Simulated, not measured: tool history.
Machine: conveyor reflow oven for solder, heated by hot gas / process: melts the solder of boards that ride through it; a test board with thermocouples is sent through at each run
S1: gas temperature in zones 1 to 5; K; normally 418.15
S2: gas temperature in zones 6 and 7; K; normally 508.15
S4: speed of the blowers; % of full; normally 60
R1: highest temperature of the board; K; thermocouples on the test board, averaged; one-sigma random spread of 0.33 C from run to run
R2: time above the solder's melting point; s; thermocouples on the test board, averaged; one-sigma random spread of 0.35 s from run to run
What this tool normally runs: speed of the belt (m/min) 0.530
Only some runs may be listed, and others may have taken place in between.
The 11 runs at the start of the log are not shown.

Run 12, hour 504.1: usual settings but S1 430.15 K, S4 73 % of full. Result: R1 493.25 K, R2 60.0 s.
Run 13, hour 562.0: usual settings but speed of the belt (m/min) 0.601. Result: R1 481.85 K, R2 38.8 s.
Run 14, hour 622.7: usual settings but speed of the belt (m/min) 0.601. Result: R1 481.35 K, R2 39.1 s.
Run 15, hour 674.1: usual settings but speed of the belt (m/min) 0.601. Result: R1 481.65 K, R2 38.8 s.
Run 16, hour 731.7: usual settings but S1 422.15 K, S2 502.15 K. Result: R1 482.35 K, R2 47.6 s.
Run 17, hour 783.0: usual settings but S1 422.15 K, S2 502.15 K. Result: R1 482.95 K, R2 47.7 s.
Run 18, hour 832.2: usual settings but S1 422.15 K, S2 502.15 K. Result: R1 482.65 K, R2 47.3 s.
Run 19, hour 880.3: usual settings but S2 512.15 K, S4 82 % of full. Result: R1 494.45 K, R2 56.6 s.
Run 20, hour 919.8: usual settings but speed of the belt (m/min) 0.609, S4 54 % of full. Result: R1 477.35 K, R2 34.1 s.
Run 21, hour 977.3: usual settings but S1 426.15 K, S2 517.15 K, speed of the belt (m/min) 0.548, S4 61 % of full. Result: R1 494.25 K, R2 56.5 s.
Run 22, hour 1028.0: usual settings but S1 426.15 K, S2 517.15 K, speed of the belt (m/min) 0.511, S4 61 % of full. Result: R1 496.55 K, R2 62.5 s.
Run 23, hour 1055.7: usual settings but S1 426.15 K, S2 517.15 K, speed of the belt (m/min) 0.511, S4 61 % of full. Result: R1 496.55 K, R2 61.9 s.
Run 24, hour 1094.0: usual settings but S1 426.15 K, S2 517.15 K, speed of the belt (m/min) 0.511, S4 61 % of full. Result: R1 496.85 K, R2 62.6 s.
Run 25, hour 1134.5: usual settings but S1 412.15 K, speed of the belt (m/min) 0.632. Result: R1 475.65 K, R2 29.5 s.
Run 26, hour 1161.4: usual settings but S1 412.15 K, speed of the belt (m/min) 0.632. Result: R1 475.25 K, R2 29.3 s.
Run 27, hour 1199.8: usual settings but S1 412.15 K, speed of the belt (m/min) 0.632. Result: R1 475.55 K, R2 29.0 s.
At hour 1245.2: flux residue cleaned out of gas plates and filters.
Run 28, hour 1262.8: usual settings but S1 412.15 K, speed of the belt (m/min) 0.632. Result: R1 480.35 K, R2 34.7 s.
Run 29, hour 1314.6: usual settings but S1 412.15 K, speed of the belt (m/min) 0.632. Result: R1 479.95 K, R2 34.7 s.
Run 30, hour 1359.9: usual settings but S1 417.15 K, S2 511.15 K, speed of the belt (m/min) 0.632, S4 52 % of full. Result: R1 480.55 K, R2 35.1 s.

What if the next run were any one of these 5? Each begins from the tool's condition after run 30:
Run A, hour 1420.0: usual settings but S1 423.15 K, speed of the belt (m/min) 0.456. Result: R1 ?, R2 ?.
Run B, hour 1420.0: usual settings but S1 417.15 K, S2 511.15 K, speed of the belt (m/min) 0.599, S4 52 % of full. Result: R1 ?, R2 ?.
Run C, hour 1420.0: usual settings but S2 518.15 K, speed of the belt (m/min) 0.531, S4 67 % of full. Result: R1 ?, R2 ?.
Run D, hour 1420.0: usual settings but S1 417.15 K, S2 511.15 K, speed of the belt (m/min) 0.632, S4 79 % of full. Result: R1 ?, R2 ?.
Run E, hour 1420.0: usual settings but S2 510.15 K. Result: R1 ?, R2 ?.

run      R1    R2
  A  494.35  68.8
  B  482.15  39.8
  C  499.25  59.7
  D  489.85  44.0
  E  490.35  53.0
Without the tool's unlogged condition, the same runs would have read:
run      R1    R2
  A  492.45  66.2
  B  480.55  37.5
  C  497.55  57.5
  D  488.45  42.2
  E  488.65  50.7
